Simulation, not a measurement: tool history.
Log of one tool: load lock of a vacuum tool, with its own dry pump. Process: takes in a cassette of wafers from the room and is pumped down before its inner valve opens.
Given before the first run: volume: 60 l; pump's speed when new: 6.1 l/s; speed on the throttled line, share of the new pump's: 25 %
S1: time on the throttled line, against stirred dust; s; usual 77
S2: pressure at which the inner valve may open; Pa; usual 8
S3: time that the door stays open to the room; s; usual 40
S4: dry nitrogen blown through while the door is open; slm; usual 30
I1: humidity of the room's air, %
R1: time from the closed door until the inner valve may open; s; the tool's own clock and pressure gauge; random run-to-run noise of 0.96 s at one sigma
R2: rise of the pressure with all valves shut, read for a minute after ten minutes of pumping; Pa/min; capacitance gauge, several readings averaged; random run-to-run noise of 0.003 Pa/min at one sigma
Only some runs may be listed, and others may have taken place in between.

run 1 hour=0 | S1=77 S2=8 S3=40 S4=30 | I1=45.5 | R1=157.4 R2=0.228
run 2 hour=392.6 | S1=77 S2=8 S3=40 S4=30 | I1=46.4 | R1=157.9 R2=0.24
run 3 hour=666.5 | S1=77 S2=8 S3=40 S4=30 | I1=42.4 | R1=157.9 R2=0.25
run 4 hour=1100 | S1=77 S2=8 S3=40 S4=30 | I1=47.7 | R1=159.4 R2=0.255
-- hour=1253.8 door's seal changed, seat wiped
run 5 hour=1335.1 | S1=77 S2=8 S3=40 S4=30 | I1=45.9 | R1=160 R2=0.03
run 6 hour=1566.7 | S1=77 S2=11 S3=40 S4=30 | I1=42.9 | R1=155 R2=0.03
run 7 hour=1996.1 | S1=77 S2=11 S3=40 S4=26 | I1=44.8 | R1=155.8 R2=0.034
run 8 hour=2349.7 | S1=77 S2=11 S3=40 S4=26 | I1=44.2 | R1=156.7 R2=0.033
run 9 hour=2825.1 | S1=77 S2=8 S3=40 S4=7 | I1=44 | R1=160.8 R2=0.054
run 10 hour=3311.3 | S1=77 S2=8 S3=40 S4=7 | I1=44.8 | R1=161.6 R2=0.052
run 11 hour=3763.4 | S1=77 S2=8 S3=40 S4=30 | I1=42.3 | R1=163.3 R2=0.039
run 12 hour=4244.4 | S1=77 S2=8 S3=25 S4=30 | I1=45.7 | R1=163.7 R2=0.036
run 13 hour=4569 | S1=77 S2=8 S3=40 S4=30 | I1=44.6 | R1=161.5 R2=0.041
run 14 hour=5098.2 | S1=77 S2=8 S3=40 S4=30 | I1=43.4 | R1=162.6 R2=0.054
run 15 hour=5350.5 | S1=77 S2=8 S3=40 S4=30 | I1=45.5 | R1=161.4 R2=0.054
run 16 hour=5704.4 | S1=77 S2=8 S3=40 S4=30 | I1=42.3 | R1=160.9 R2=0.051
run 17 hour=6111.1 | S1=77 S2=8 S3=40 S4=30 | I1=43.9 | R1=162.9 R2=0.056
run 18 hour=6612.3 | S1=77 S2=8 S3=40 S4=30 | I1=44.1 | R1=164.4 R2=0.061
run 19 hour=6875.3 | S1=77 S2=8 S3=40 S4=30 | I1=44.2 | R1=162.9 R2=0.059
run 20 hour=7242 | S1=40 S2=8 S3=107 S4=30 | I1=43.4 | R1=137.5 R2=0.083
run 21 hour=7515 | S1=77 S2=8 S3=40 S4=27 | I1=44.8 | R1=164.7 R2=0.068
run 22 hour=7881.4 | S1=81 S2=7 S3=56 S4=16 | I1=44.3 | R1=169.3 R2=0.083
run 23 hour=8195.2 | S1=113 S2=9 S3=28 S4=43 | I1=46 | R1=189.5 R2=0.068
run 24 hour=8568.2 | S1=77 S2=6 S3=40 S4=39 | I1=44.4 | R1=168.7 R2=0.073
run 25 hour=8921.4 | S1=77 S2=6 S3=40 S4=39 | I1=42.1 | R1=167.2 R2=0.077
run 26 hour=9293.7 | S1=126 S2=8 S3=43 S4=12 | I1=46 | R1=199.6 R2=0.101
run 27 hour=9630.5 | S1=78 S2=8 S3=43 S4=13 | I1=39.2 | R1=164.8 R2=0.094
run 28 hour=10076.7 | S1=78 S2=8 S3=43 S4=13 | I1=44.4 | R1=165.7 R2=0.106
run 29 hour=10436.3 | S1=78 S2=8 S3=43 S4=13 | I1=45.8 | R1=170 R2=0.112
run 30 hour=10743 | S1=78 S2=8 S3=43 S4=13 | I1=46.1 | R1=165.6 R2=0.115
run 31 hour=11193.8 | S1=78 S2=8 S3=86 S4=6 | I1=47.7 | R1=165.6 R2=0.155
run 32 hour=11427.8 | S1=78 S2=12 S3=86 S4=44 | I1=44.2 | R1=163.4 R2=0.119
run 33 hour=11885.6 | S1=45 S2=8 S3=156 S4=30 | I1=46.7 | R1=144.2 R2=0.148
run 34 hour=12165.1 | S1=45 S2=8 S3=156 S4=30 | I1=43.5 | R1=144.6 R2=0.146
run 35 hour=12574.3 | S1=45 S2=8 S3=156 S4=30 | I1=46.3 | R1=145.8 R2=0.159
-- hour=12770.6 dry pump taken out, an overhauled one fitted
run 36 hour=12852.4 | S1=45 S2=8 S3=44 S4=30 | I1=46.6 | R1=129.8 R2=0.133

Here are 4 independent what-if runs from the current tool condition. What would each one return?
run A hour=13109.7 | S1=45 S2=8 S3=189 S4=30 | I1=44.4 | R1=? R2=?
run B hour=13109.7 | S1=45 S2=7 S3=44 S4=30 | I1=42 | R1=? R2=?
run C hour=13109.7 | S1=77 S2=8 S3=54 S4=30 | I1=43.3 | R1=? R2=?
run D hour=13109.7 | S1=45 S2=12 S3=44 S4=30 | I1=45.2 | R1=? R2=?

run=A R1=128.8 R2=0.167
run=B R1=129.1 R2=0.131
run=C R1=152 R2=0.136
run=D R1=125.1 R2=0.137
Take away the tool's hidden state, keep each run's random variation, and the runs would have read:
run=A R1=128.6 R2=0.059
run=B R1=128.7 R2=0.022
run=C R1=151.9 R2=0.028
run=D R1=124.9 R2=0.027
